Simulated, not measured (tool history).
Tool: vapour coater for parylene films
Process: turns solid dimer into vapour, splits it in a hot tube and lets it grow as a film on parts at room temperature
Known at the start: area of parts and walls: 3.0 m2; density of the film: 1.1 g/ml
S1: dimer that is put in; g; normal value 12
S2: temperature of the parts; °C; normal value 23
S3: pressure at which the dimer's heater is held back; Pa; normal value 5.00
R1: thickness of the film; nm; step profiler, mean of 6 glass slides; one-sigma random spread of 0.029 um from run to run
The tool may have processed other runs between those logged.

run	hour	S1	S2	S3	R1
1	0.0	12	23	5.00	2770
2	15.0	12	23	5.00	2770
3	31.5	12	23	5.00	2780
4	45.2	12	23	5.00	2740
5	60.7	12	23	5.00	2750
6	71.3	10	23	5.00	2220
7	80.9	19	23	5.00	4280
8	96.6	12	23	5.00	2640
9	104.3	12	23	5.00	2640
10	112.2	12	23	5.00	2640
11	129.1	12	23	5.00	2630
12	141.6	12	23	5.00	2590
13	157.7	12	23	5.00	2630
14	170.9	12	23	5.00	2600
15	180.9	12	23	5.00	2570
16	196.3	12	23	5.00	2520
17	211.7	12	23	5.00	2540
18	224.8	12	23	11.72	2200
19	235.8	6	26	3.57	1170
20	249.2	6	26	3.57	1150
21	265.0	17	34	8.72	1950
22	281.3	12	22	5.00	2670
23	291.1	10	26	5.29	1780
24	298.4	19	26	3.60	3660
25	310.2	19	26	3.60	3580
26	326.1	7	29	2.33	1230
27	333.5	7	29	2.33	1180
28	340.6	13	27	3.20	2350
29	350.8	7	27	7.98	1050
30	367.1	7	17	2.76	1800
# hour 379.6: trap's valve overhauled
31	384.5	7	17	2.76	2070
32	396.7	12	22	6.51	2750
33	405.2	12	22	6.51	2740
34	413.4	7	23	5.00	1570
35	428.4	21	32	3.25	3380
36	435.7	12	18	5.00	3420

Alternative continuations, all from the tool just after run 36; predict every row:
A	447.3	12	18	2.52	?
B	447.3	12	21	5.00	?
C	447.3	7	23	4.59	?
D	447.3	8	18	5.89	?
E	447.3	12	17	5.00	?

run	R1
A	3460
B	2950
C	1610
D	2190
E	3480
Had the tool no hidden state, the same runs would have come out as:
run	R1
A	3560
B	3090
C	1690
D	2290
E	3580
